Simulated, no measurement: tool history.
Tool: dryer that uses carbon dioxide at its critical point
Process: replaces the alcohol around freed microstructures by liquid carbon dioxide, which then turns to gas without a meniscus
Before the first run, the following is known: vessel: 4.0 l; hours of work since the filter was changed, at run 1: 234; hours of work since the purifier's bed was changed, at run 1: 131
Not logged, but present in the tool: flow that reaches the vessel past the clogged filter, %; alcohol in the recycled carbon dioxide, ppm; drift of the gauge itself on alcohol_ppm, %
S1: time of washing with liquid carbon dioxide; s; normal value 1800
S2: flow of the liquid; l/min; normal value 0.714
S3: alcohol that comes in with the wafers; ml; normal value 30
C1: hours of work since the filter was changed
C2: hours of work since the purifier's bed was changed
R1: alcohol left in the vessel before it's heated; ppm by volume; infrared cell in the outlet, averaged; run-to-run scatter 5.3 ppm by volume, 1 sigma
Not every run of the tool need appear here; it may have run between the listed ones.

run   hour    S1     S2  S3   C1   C2   R1
  1      0  1800  0.714  30  234  131  187
  2    6.6  1800  0.714  30  238  134  183
  3   21.2  1800  0.714  30  245  142  187
  4     34  1800  0.901  30  252  148   83
  5   43.7  1800  0.714  30  257  154  200
  6   55.5  1800  0.563  30  263  160  413
  7   62.3  1200  0.904  26  267  163  303
  8   71.8  1200  0.904  26  272  168  315
      75.2  -- inlet filter changed
  9   85.9  2100  0.714  88    6  175  186
 10   98.8  2100  0.714  28   12  182   71
 11  111.3  2100  0.714  28   19  189   73
 12  119.5  2100  0.714  28   23  193   75

Branching from run 12: 5 alternative next runs. What would each branch give?
  A  128.3  1860  0.756   30  28  197   ?
  B  128.3  1920  0.714  105  28  197   ?
  C  128.3  1800  0.714   28  28  197   ?
  D  128.3  1320  0.598   97  28  197   ?
  E  128.3  2100  0.957   28  28  197   ?

run    R1
  A   101
  B   346
  C   133
  D  1991
  E    30
Without the tool's hidden state the same runs would have given:
run    R1
  A    81
  B   300
  C   111
  D  1856
  E    18

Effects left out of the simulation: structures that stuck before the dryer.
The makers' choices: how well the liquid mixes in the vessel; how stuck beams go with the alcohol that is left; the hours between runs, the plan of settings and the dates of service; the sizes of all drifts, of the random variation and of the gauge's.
